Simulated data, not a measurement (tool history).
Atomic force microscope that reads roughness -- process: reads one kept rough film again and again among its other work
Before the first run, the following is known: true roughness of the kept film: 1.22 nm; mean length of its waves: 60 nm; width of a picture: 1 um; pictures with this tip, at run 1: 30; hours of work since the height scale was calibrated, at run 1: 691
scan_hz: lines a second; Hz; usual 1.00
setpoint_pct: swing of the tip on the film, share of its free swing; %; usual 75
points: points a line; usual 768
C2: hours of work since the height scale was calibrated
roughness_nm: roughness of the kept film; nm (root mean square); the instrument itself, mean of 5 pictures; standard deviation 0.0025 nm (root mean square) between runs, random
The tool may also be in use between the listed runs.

{"run": 1, "hour": 0.0, "scan_hz": 1.0, "setpoint_pct": 75, "points": 768, "pictures with this tip": 30, "C2": 691, "roughness_nm": 1.163}
{"run": 2, "hour": 13.3, "scan_hz": 1.0, "setpoint_pct": 75, "points": 768, "pictures with this tip": 60, "C2": 700, "roughness_nm": 1.166}
{"run": 3, "hour": 44.5, "scan_hz": 1.0, "setpoint_pct": 75, "points": 768, "pictures with this tip": 132, "C2": 721, "roughness_nm": 1.162}
{"hour": 57.2, "done": "new tip fitted"}
{"run": 4, "hour": 58.9, "scan_hz": 1.0, "setpoint_pct": 75, "points": 768, "pictures with this tip": 4, "C2": 730, "roughness_nm": 1.169}
{"run": 5, "hour": 84.7, "scan_hz": 1.0, "setpoint_pct": 75, "points": 768, "pictures with this tip": 63, "C2": 748, "roughness_nm": 1.166}
{"run": 6, "hour": 113.3, "scan_hz": 1.0, "setpoint_pct": 58, "points": 768, "pictures with this tip": 129, "C2": 767, "roughness_nm": 1.193}
{"hour": 127.4, "done": "new tip fitted"}
{"run": 7, "hour": 131.4, "scan_hz": 1.0, "setpoint_pct": 58, "points": 768, "pictures with this tip": 10, "C2": 779, "roughness_nm": 1.195}
{"run": 8, "hour": 145.7, "scan_hz": 0.5, "setpoint_pct": 75, "points": 768, "pictures with this tip": 43, "C2": 789, "roughness_nm": 1.184}
{"run": 9, "hour": 162.9, "scan_hz": 0.5, "setpoint_pct": 75, "points": 768, "pictures with this tip": 82, "C2": 800, "roughness_nm": 1.182}
{"run": 10, "hour": 185.9, "scan_hz": 1.0, "setpoint_pct": 75, "points": 768, "pictures with this tip": 135, "C2": 816, "roughness_nm": 1.159}
{"hour": 199.3, "done": "new tip fitted"}
{"run": 11, "hour": 216.6, "scan_hz": 2.85, "setpoint_pct": 75, "points": 768, "pictures with this tip": 40, "C2": 836, "roughness_nm": 1.092}
{"run": 12, "hour": 240.8, "scan_hz": 2.2, "setpoint_pct": 75, "points": 768, "pictures with this tip": 95, "C2": 853, "roughness_nm": 1.119}
{"run": 13, "hour": 264.8, "scan_hz": 2.2, "setpoint_pct": 75, "points": 768, "pictures with this tip": 151, "C2": 869, "roughness_nm": 1.117}
{"hour": 269.4, "done": "new tip fitted"}
{"run": 14, "hour": 286.8, "scan_hz": 0.94, "setpoint_pct": 75, "points": 943, "pictures with this tip": 40, "C2": 884, "roughness_nm": 1.168}
{"run": 15, "hour": 317.3, "scan_hz": 1.0, "setpoint_pct": 62, "points": 768, "pictures with this tip": 110, "C2": 904, "roughness_nm": 1.186}
{"hour": 339.8, "done": "new tip fitted"}
{"run": 16, "hour": 342.1, "scan_hz": 1.0, "setpoint_pct": 62, "points": 768, "pictures with this tip": 5, "C2": 921, "roughness_nm": 1.186}
{"run": 17, "hour": 366.3, "scan_hz": 1.0, "setpoint_pct": 78, "points": 262, "pictures with this tip": 61, "C2": 937, "roughness_nm": 1.151}
{"run": 18, "hour": 390.8, "scan_hz": 1.0, "setpoint_pct": 78, "points": 884, "pictures with this tip": 117, "C2": 954, "roughness_nm": 1.157}
{"hour": 410.9, "done": "new tip fitted"}
{"run": 19, "hour": 423.9, "scan_hz": 0.77, "setpoint_pct": 60, "points": 623, "pictures with this tip": 30, "C2": 976, "roughness_nm": 1.191}
{"run": 20, "hour": 441.7, "scan_hz": 0.77, "setpoint_pct": 60, "points": 623, "pictures with this tip": 71, "C2": 988, "roughness_nm": 1.188}
{"run": 21, "hour": 468.9, "scan_hz": 0.77, "setpoint_pct": 60, "points": 623, "pictures with this tip": 134, "C2": 1006, "roughness_nm": 1.189}
{"hour": 480.1, "done": "new tip fitted"}
{"run": 22, "hour": 495.9, "scan_hz": 0.77, "setpoint_pct": 60, "points": 623, "pictures with this tip": 36, "C2": 1024, "roughness_nm": 1.192}

3 ways to go on from here, each from the tool as it stands after run 22. What would each give?
{"run": "A", "hour": 511.6, "scan_hz": 1.41, "setpoint_pct": 75, "points": 768, "pictures with this tip": 72, "C2": 1035, "roughness_nm": "?"}
{"run": "B", "hour": 511.6, "scan_hz": 1.0, "setpoint_pct": 63, "points": 768, "pictures with this tip": 72, "C2": 1035, "roughness_nm": "?"}
{"run": "C", "hour": 511.6, "scan_hz": 1.97, "setpoint_pct": 70, "points": 623, "pictures with this tip": 72, "C2": 1035, "roughness_nm": "?"}

run=A roughness_nm=1.147
run=B roughness_nm=1.187
run=C roughness_nm=1.142
With the hidden condition removed and each run's random variation left untouched, the same runs would have given:
run=A roughness_nm=1.147
run=B roughness_nm=1.187
run=C roughness_nm=1.142
